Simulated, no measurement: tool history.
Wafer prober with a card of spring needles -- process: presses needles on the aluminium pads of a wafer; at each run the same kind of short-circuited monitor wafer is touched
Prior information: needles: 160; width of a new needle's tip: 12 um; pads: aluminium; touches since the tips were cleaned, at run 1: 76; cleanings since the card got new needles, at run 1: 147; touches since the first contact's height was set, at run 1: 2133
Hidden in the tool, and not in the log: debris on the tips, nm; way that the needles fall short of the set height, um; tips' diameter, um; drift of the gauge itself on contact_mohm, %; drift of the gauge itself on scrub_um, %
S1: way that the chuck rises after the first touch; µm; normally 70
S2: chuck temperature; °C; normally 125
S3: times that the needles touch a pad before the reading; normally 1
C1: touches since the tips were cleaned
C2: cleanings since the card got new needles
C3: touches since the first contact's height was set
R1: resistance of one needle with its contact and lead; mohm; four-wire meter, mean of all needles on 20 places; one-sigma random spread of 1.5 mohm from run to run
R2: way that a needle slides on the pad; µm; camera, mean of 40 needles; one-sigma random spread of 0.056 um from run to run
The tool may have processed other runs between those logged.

{"run": 1, "hour": 0.0, "S1": 70, "S2": 125, "S3": 1, "C1": 76, "C2": 147, "C3": 2133, "R1": 139, "R2": 19.53}
{"hour": 11.0, "done": "tips cleaned on abrasive film"}
{"hour": 24.6, "done": "tips cleaned on abrasive film"}
{"run": 2, "hour": 26.0, "S1": 70, "S2": 125, "S3": 1, "C1": 543, "C2": 149, "C3": 11899, "R1": 140, "R2": 19.51}
{"hour": 36.9, "done": "tips cleaned on abrasive film"}
{"hour": 47.9, "done": "tips cleaned on abrasive film"}
{"hour": 58.8, "done": "tips cleaned on abrasive film"}
{"hour": 72.5, "done": "tips cleaned on abrasive film"}
{"run": 3, "hour": 83.0, "S1": 70, "S2": 125, "S3": 1, "C1": 3991, "C2": 153, "C3": 33325, "R1": 139, "R2": 19.54}
{"hour": 85.8, "done": "tips cleaned on abrasive film"}
{"hour": 99.5, "done": "tips cleaned on abrasive film"}
{"hour": 113.2, "done": "tips cleaned on abrasive film"}
{"hour": 124.2, "done": "tips cleaned on abrasive film"}
{"hour": 135.1, "done": "tips cleaned on abrasive film"}
{"run": 4, "hour": 138.4, "S1": 70, "S2": 125, "S3": 1, "C1": 1244, "C2": 158, "C3": 54111, "R1": 138, "R2": 19.57}
{"hour": 146.7, "done": "tips cleaned on abrasive film"}
{"hour": 160.3, "done": "tips cleaned on abrasive film"}
{"run": 5, "hour": 164.0, "S1": 70, "S2": 125, "S3": 1, "C1": 1414, "C2": 160, "C3": 63712, "R1": 143, "R2": 19.41}
{"hour": 172.2, "done": "tips cleaned on abrasive film"}
{"hour": 183.2, "done": "tips cleaned on abrasive film"}
{"hour": 196.9, "done": "tips cleaned on abrasive film"}
{"run": 6, "hour": 200.5, "S1": 70, "S2": 31, "S3": 1, "C1": 1385, "C2": 163, "C3": 77436, "R1": 125, "R2": 19.47}
{"hour": 208.8, "done": "tips cleaned on abrasive film"}
{"hour": 219.8, "done": "tips cleaned on abrasive film"}
{"hour": 233.5, "done": "tips cleaned on abrasive film"}
{"run": 7, "hour": 238.1, "S1": 70, "S2": 31, "S3": 1, "C1": 1767, "C2": 166, "C3": 91545, "R1": 127, "R2": 19.43}
{"hour": 246.4, "done": "tips cleaned on abrasive film"}
{"hour": 257.3, "done": "tips cleaned on abrasive film"}
{"hour": 271.0, "done": "tips cleaned on abrasive film"}
{"run": 8, "hour": 277.6, "S1": 81, "S2": 125, "S3": 2, "C1": 2486, "C2": 169, "C3": 106372, "R1": 138, "R2": 22.47}
{"hour": 283.1, "done": "tips cleaned on abrasive film"}
{"hour": 296.8, "done": "tips cleaned on abrasive film"}
{"hour": 307.7, "done": "tips cleaned on abrasive film"}
{"hour": 321.4, "done": "tips cleaned on abrasive film"}
{"run": 9, "hour": 330.5, "S1": 81, "S2": 125, "S3": 2, "C1": 3435, "C2": 173, "C3": 126246, "R1": 139, "R2": 22.57}
{"hour": 333.3, "done": "tips cleaned on abrasive film"}
{"hour": 344.3, "done": "tips cleaned on abrasive film"}
{"hour": 357.9, "done": "tips cleaned on abrasive film"}
{"hour": 368.8, "done": "tips cleaned on abrasive film"}
{"run": 10, "hour": 374.8, "S1": 60, "S2": 125, "S3": 3, "C1": 2270, "C2": 177, "C3": 142878, "R1": 141, "R2": 16.66}
{"hour": 380.4, "done": "tips cleaned on abrasive film"}
{"hour": 394.0, "done": "tips cleaned on abrasive film"}
{"run": 11, "hour": 403.3, "S1": 56, "S2": 73, "S3": 1, "C1": 3519, "C2": 179, "C3": 153564, "R1": 135, "R2": 15.63}

What will run 12 give?
{"hour": 406.1, "done": "tips cleaned on abrasive film"}
{"hour": 417.1, "done": "tips cleaned on abrasive film"}
{"hour": 430.7, "done": "tips cleaned on abrasive film"}
{"hour": 444.2, "done": "tips cleaned on abrasive film"}
{"run": 12, "hour": 447.4, "S1": 70, "S2": 97, "S3": 1, "C1": 1207, "C2": 183, "C3": 170109, "R1": "?", "R2": "?"}

R1: 136 mohm
R2: 19.38 µm
Without the tool's hidden state the same run would have given R1 136 mohm, R2 19.57 µm.
